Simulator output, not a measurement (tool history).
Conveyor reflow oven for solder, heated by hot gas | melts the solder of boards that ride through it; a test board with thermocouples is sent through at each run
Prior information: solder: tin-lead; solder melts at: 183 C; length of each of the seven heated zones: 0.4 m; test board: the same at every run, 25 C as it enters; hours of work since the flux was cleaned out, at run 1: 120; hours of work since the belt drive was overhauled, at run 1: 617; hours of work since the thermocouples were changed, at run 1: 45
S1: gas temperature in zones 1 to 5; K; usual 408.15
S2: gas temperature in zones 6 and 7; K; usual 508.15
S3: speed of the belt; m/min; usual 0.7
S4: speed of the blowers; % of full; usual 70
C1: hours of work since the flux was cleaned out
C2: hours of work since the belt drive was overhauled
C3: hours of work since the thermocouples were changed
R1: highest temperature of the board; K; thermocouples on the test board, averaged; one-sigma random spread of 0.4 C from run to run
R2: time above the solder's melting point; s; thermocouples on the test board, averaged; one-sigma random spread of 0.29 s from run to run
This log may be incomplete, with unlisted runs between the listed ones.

Run 1, hour 0: usual settings; C1 120; C2 617; C3 45. Result: R1 489.95 K, R2 50.6 s.
Run 2, hour 5.9: usual settings but S1 417.15 K; C1 124; C2 621; C3 49. Result: R1 491.35 K, R2 54.6 s.
Run 3, hour 17.9: usual settings but S1 417.15 K; C1 133; C2 630; C3 58. Result: R1 491.55 K, R2 54.5 s.
Run 4, hour 29.5: usual settings but S1 395.15 K; C1 142; C2 638; C3 67. Result: R1 487.25 K, R2 45.1 s.
Run 5, hour 40.1: usual settings but S1 395.15 K; C1 149; C2 646; C3 75. Result: R1 487.05 K, R2 45.3 s.
Run 6, hour 54.5: usual settings but S1 423.15 K; C1 160; C2 657; C3 85. Result: R1 491.55 K, R2 57.3 s.
Run 7, hour 66.7: usual settings but S1 410.15 K; C1 169; C2 666; C3 94. Result: R1 489.65 K, R2 51.1 s.
Run 8, hour 74.4: usual settings but S1 410.15 K; C1 175; C2 672; C3 100. Result: R1 489.55 K, R2 51.6 s.
Run 9, hour 83: usual settings but S1 410.15 K; C1 181; C2 678; C3 106. Result: R1 489.35 K, R2 50.6 s.
Run 10, hour 93.8: usual settings; C1 189; C2 686; C3 114. Result: R1 488.75 K, R2 50.4 s.
Run 11, hour 106.2: usual settings; C1 198; C2 695; C3 123. Result: R1 488.25 K, R2 49.4 s.
At hour 117.6: belt drive overhauled, speed set with a stopwatch.
Run 12, hour 117.6: usual settings; C1 204; C2 0; C3 129. Result: R1 488.55 K, R2 48.2 s.
At hour 123.7: flux residue cleaned out of gas plates and filters.
Run 13, hour 129.1: usual settings; C1 4; C2 5; C3 134. Result: R1 487.75 K, R2 47.8 s.
Run 14, hour 136.8: usual settings but S1 399.15 K; C1 10; C2 10; C3 139. Result: R1 485.35 K, R2 43.6 s.
Run 15, hour 145.4: usual settings but S1 414.15 K, S3 0.614 m/min; C1 16; C2 17; C3 146. Result: R1 492.65 K, R2 61.5 s.
Run 16, hour 152.3: usual settings but S1 398.15 K, S2 514.15 K, S3 0.649 m/min, S4 87 % of full; C1 21; C2 22; C3 151. Result: R1 497.15 K, R2 56.3 s.
Run 17, hour 158.3: usual settings but S1 417.15 K, S2 512.15 K, S3 0.74 m/min, S4 82 % of full; C1 26; C2 26; C3 155. Result: R1 493.65 K, R2 52.1 s.
Run 18, hour 169.2: usual settings but S1 417.15 K, S2 512.15 K, S3 0.74 m/min, S4 82 % of full; C1 34; C2 34; C3 163. Result: R1 492.65 K, R2 52.1 s.
Run 19, hour 181.1: usual settings but S1 397.15 K, S2 499.15 K; C1 42; C2 43; C3 172. Result: R1 477.35 K, R2 35.9 s.
Run 20, hour 189.6: usual settings but S1 397.15 K, S2 499.15 K; C1 49; C2 49; C3 178. Result: R1 477.65 K, R2 35.8 s.
At hour 204.2: flux residue cleaned out of gas plates and filters, once more.
Run 21, hour 205.3: usual settings but S1 404.15 K, S2 515.15 K, S3 0.637 m/min, S4 57 % of full; C1 1; C2 57; C3 186. Result: R1 494.35 K, R2 56.9 s.
Run 22, hour 212.5: usual settings but S1 404.15 K, S2 515.15 K, S3 0.564 m/min, S4 71 % of full; C1 6; C2 63; C3 191. Result: R1 501.75 K, R2 70.4 s.
Run 23, hour 222.7: usual settings but S1 404.15 K, S2 515.15 K, S3 0.564 m/min, S4 71 % of full; C1 14; C2 70; C3 199. Result: R1 501.95 K, R2 70.8 s.
Run 24, hour 236.5: usual settings but S1 406.15 K, S2 504.15 K, S3 0.76 m/min, S4 59 % of full; C1 24; C2 80; C3 209. Result: R1 479.55 K, R2 36.3 s.
Run 25, hour 244.8: usual settings but S1 414.15 K; C1 30; C2 87; C3 215. Result: R1 490.75 K, R2 51.7 s.
Run 26, hour 258.5: usual settings but S1 405.15 K, S2 502.15 K, S3 0.832 m/min, S4 89 % of full; C1 40; C2 97; C3 225. Result: R1 481.85 K, R2 36.2 s.
Run 27, hour 270.4: usual settings but S1 405.15 K, S2 512.15 K, S3 0.754 m/min, S4 50 % of full; C1 49; C2 105; C3 234. Result: R1 482.15 K, R2 37.7 s.
Run 28, hour 281.9: usual settings but S1 405.15 K, S2 512.15 K, S3 0.629 m/min, S4 50 % of full; C1 57; C2 114; C3 243. Result: R1 489.45 K, R2 53.6 s.

5 ways to go on from here, each from the tool as it stands after run 28. What would each give?
Run A, hour 291: usual settings but S1 397.15 K, S2 517.15 K, S3 0.687 m/min; C1 64; C2 121; C3 249. Result: R1 ?, R2 ?.
Run B, hour 291: usual settings but S1 405.15 K, S2 503.15 K, S3 0.683 m/min, S4 50 % of full; C1 64; C2 121; C3 249. Result: R1 ?, R2 ?.
Run C, hour 291: usual settings but S1 405.15 K, S2 512.15 K, S3 0.814 m/min, S4 50 % of full; C1 64; C2 121; C3 249. Result: R1 ?, R2 ?.
Run D, hour 291: usual settings but S1 402.15 K, S3 0.777 m/min; C1 64; C2 121; C3 249. Result: R1 ?, R2 ?.
Run E, hour 291: usual settings but S1 397.15 K, S2 510.15 K, S3 0.629 m/min, S4 50 % of full; C1 64; C2 121; C3 249. Result: R1 ?, R2 ?.

run      R1    R2
  A  495.15  51.5
  B  479.05  39.3
  C  478.55  31.8
  D  483.85  38.6
  E  485.95  48.9
Had the tool no hidden state, the same runs would have come out as:
run      R1    R2
  A  496.85  52.5
  B  480.55  40.8
  C  480.05  33.1
  D  485.45  39.8
  E  487.55  50.2

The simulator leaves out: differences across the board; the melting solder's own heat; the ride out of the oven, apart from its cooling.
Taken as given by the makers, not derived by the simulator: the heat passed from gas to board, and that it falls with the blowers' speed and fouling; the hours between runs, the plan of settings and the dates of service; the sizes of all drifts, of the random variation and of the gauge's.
